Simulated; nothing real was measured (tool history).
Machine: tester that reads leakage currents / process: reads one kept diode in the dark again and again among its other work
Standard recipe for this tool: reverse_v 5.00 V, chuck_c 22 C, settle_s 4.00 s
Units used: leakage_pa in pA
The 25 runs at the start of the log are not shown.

| run | hour | reverse_v | chuck_c | settle_s | hours of work since the probe card was cleaned | hours of work since the tester was calibrated | hours of work since the chuck was calibrated | leakage_pa |
|---|---|---|---|---|---|---|---|---|
| 26 | 4384.0 | 1.16 | 23 | 2.04 | 718 | 3897 | 620 | 26.22 |
|  | 4465.4 | chuck's temperature calibrated |
| 27 | 4605.6 | 5.00 | 40 | 4.18 | 892 | 4072 | 111 | 145.84 |
|  | 4734.1 | tester calibrated |
| 28 | 4785.1 | 5.00 | 24 | 4.18 | 1033 | 41 | 252 | 52.17 |
| 29 | 4974.9 | 5.00 | 24 | 4.18 | 1183 | 191 | 403 | 53.48 |
| 30 | 5144.7 | 4.13 | 38 | 4.18 | 1318 | 326 | 537 | 128.38 |
|  | 5326.4 | chuck's temperature calibrated |
| 31 | 5344.5 | 16.37 | 27 | 9.24 | 1475 | 483 | 14 | 112.31 |
| 32 | 5545.1 | 2.18 | 31 | 0.73 | 1634 | 642 | 173 | 59.14 |
| 33 | 5700.8 | 2.18 | 31 | 0.73 | 1758 | 765 | 297 | 60.56 |
| 34 | 5823.6 | 2.18 | 31 | 0.73 | 1855 | 863 | 394 | 61.44 |
| 35 | 6051.3 | 14.18 | 56 | 0.73 | 2036 | 1044 | 575 | 691.80 |
|  | 6190.8 | chuck's temperature calibrated |
| 36 | 6287.8 | 2.30 | 22 | 3.32 | 2222 | 1230 | 77 | 32.21 |
| 37 | 6415.7 | 11.06 | 43 | 1.57 | 2323 | 1331 | 178 | 266.59 |
| 38 | 6626.3 | 6.66 | 28 | 1.57 | 2490 | 1498 | 346 | 84.37 |

Branching from run 38: 5 alternative next runs. What would each branch give?
| A | 6793.4 | 5.00 | 21 | 4.00 | 2623 | 1631 | 478 | ? |
| B | 6793.4 | 15.81 | 22 | 0.78 | 2623 | 1631 | 478 | ? |
| C | 6793.4 | 5.00 | 22 | 0.55 | 2623 | 1631 | 478 | ? |
| D | 6793.4 | 15.63 | 42 | 1.16 | 2623 | 1631 | 478 | ? |
| E | 6793.4 | 8.71 | 31 | 4.40 | 2623 | 1631 | 478 | ? |

| run | leakage_pa |
|---|---|
| A | 47.73 |
| B | 96.20 |
| C | 51.68 |
| D | 307.06 |
| E | 118.93 |
Stripped of hidden state, with their random variation kept, the same runs would have yielded:
| run | leakage_pa |
|---|---|
| A | 37.93 |
| B | 68.71 |
| C | 41.71 |
| D | 269.18 |
| E | 100.02 |
